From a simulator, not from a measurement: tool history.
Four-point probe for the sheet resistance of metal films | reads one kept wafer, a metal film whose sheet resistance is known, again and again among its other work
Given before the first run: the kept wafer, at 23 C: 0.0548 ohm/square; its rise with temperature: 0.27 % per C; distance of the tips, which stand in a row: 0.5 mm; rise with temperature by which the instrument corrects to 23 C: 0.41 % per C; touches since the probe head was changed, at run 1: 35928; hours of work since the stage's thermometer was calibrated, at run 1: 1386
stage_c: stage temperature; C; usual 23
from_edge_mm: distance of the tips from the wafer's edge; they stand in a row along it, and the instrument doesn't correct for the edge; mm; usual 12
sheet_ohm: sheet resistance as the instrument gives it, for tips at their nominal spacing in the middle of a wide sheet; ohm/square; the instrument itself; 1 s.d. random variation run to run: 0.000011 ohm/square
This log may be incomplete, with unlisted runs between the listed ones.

run     day  stage_c  from_edge_mm  touches since the probe head was changed  hours of work since the stage's thermometer was calibrated  sheet_ohm
  1       0       23            12                                     35928                                                        1386   0.055239
  2   1.146       23            12                                     36799                                                        1406   0.055252
  3     2.6       23            12                                     37904                                                        1431   0.055255
  4   3.558       23            12                                     38632                                                        1447   0.055267
  5   5.108       21            12                                     39811                                                        1474   0.055398
  6   6.867       21            12                                     41147                                                        1504   0.055415
  7   9.108       25            12                                     42853                                                        1543   0.055129
  8  11.358       25            12                                     44565                                                        1581    0.05514
  9  13.383       25            12                                     46102                                                        1616    0.05514
 10  15.275       23            41                                     47540                                                        1649    0.05526
 11  17.296       23            41                                     49078                                                        1683   0.055251
 12  18.567       23            41                                     50044                                                        1705   0.055268
 13   20.15       25            41                                     51247                                                        1732   0.055144
 14  21.129       25            41                                     51990                                                        1749   0.055126
 15  22.092       25            41                                     52723                                                        1766   0.055147
 16  23.246       23            10                                     53602                                                        1786    0.05538
 17  24.633       19            12                                     54655                                                        1809    0.05566
 18  25.979       19            12                                     55680                                                        1833   0.055665
      26.15  -- stage's thermometer calibrated
 19  27.633       23            62                                     56919                                                          25   0.055351
 20  28.838       23            12                                     57835                                                          46   0.055411
 21  30.675       33            12                                     59232                                                          78   0.054651
 22  31.796       33            12                                     60085                                                          97   0.054676
 23  33.112       22             6                                     61086                                                         120   0.055696
 24  34.462       24            34                                     62111                                                         143   0.055334
       35.5  -- stage's thermometer calibrated, once more
 25  35.512       29            18                                     62894                                                           0   0.054812
 26  36.679       29            18                                     63780                                                          20   0.054814
 27  38.608       34             5                                     65247                                                          53   0.054719
 28  40.371       23            32                                     66587                                                          84   0.055263
 29  41.717       23            62                                     67610                                                         107   0.055273
 30  43.971       19            20                                     69324                                                         146    0.05557
 31  45.471       21            26                                     70465                                                         171   0.055452
 32   46.85       31            26                                     71515                                                         195   0.054689
 33  49.121       31            26                                     73240                                                         234   0.054708
 34  51.025       31            26                                     74688                                                         267     0.0547
 35  52.912       30            26                                     76123                                                         299    0.05479
 36  54.171       30            26                                     77080                                                         321     0.0548
 37  56.062       22            71                                     78519                                                         353   0.055434
 38   58.25       22            71                                     80182                                                         391   0.055433
 39  60.179       32            16                                     81647                                                         424   0.054697
 40  61.358       32            16                                     82543                                                         444   0.054719
 41  62.442       21             8                                     83367                                                         463   0.055604
 42  64.058       32            58                                     84596                                                         491   0.054707

Measured less the same run without the tool's hidden state. The same run-to-run variation is in both; the gauge's scatter may not be:
Hidden state at play: inner tips' distance over the nominal, %; tips' flats over new ones', %; wafer's true temperature over the reading, C; drift of the gauge itself on sheet_ohm, %.
run  sheet_ohm
  1  +0.000384
  2  +0.000389
  3  +0.000395
  4  +0.000399
  5  +0.000406
  6  +0.000415
  7  +0.000421
  8  +0.000431
  9   +0.00044
 10  +0.000451
 11  +0.000459
 12  +0.000465
 13   +0.00047
 14  +0.000475
 15  +0.000479
 16  +0.000487
 17  +0.000496
 18  +0.000502
 19  +0.000564
 20   +0.00057
 21  +0.000566
 22  +0.000572
 23  +0.000594
 24  +0.000595
 25  +0.000432
 26  +0.000436
 27  +0.000444
 28  +0.000455
 29  +0.000461
 30  +0.000475
 31   +0.00048
 32   +0.00048
 33   +0.00049
 34  +0.000497
 35  +0.000507
 36  +0.000513
 37  +0.000527
 38  +0.000537
 39  +0.000538
 40  +0.000543
 41  +0.000557
 42  +0.000555
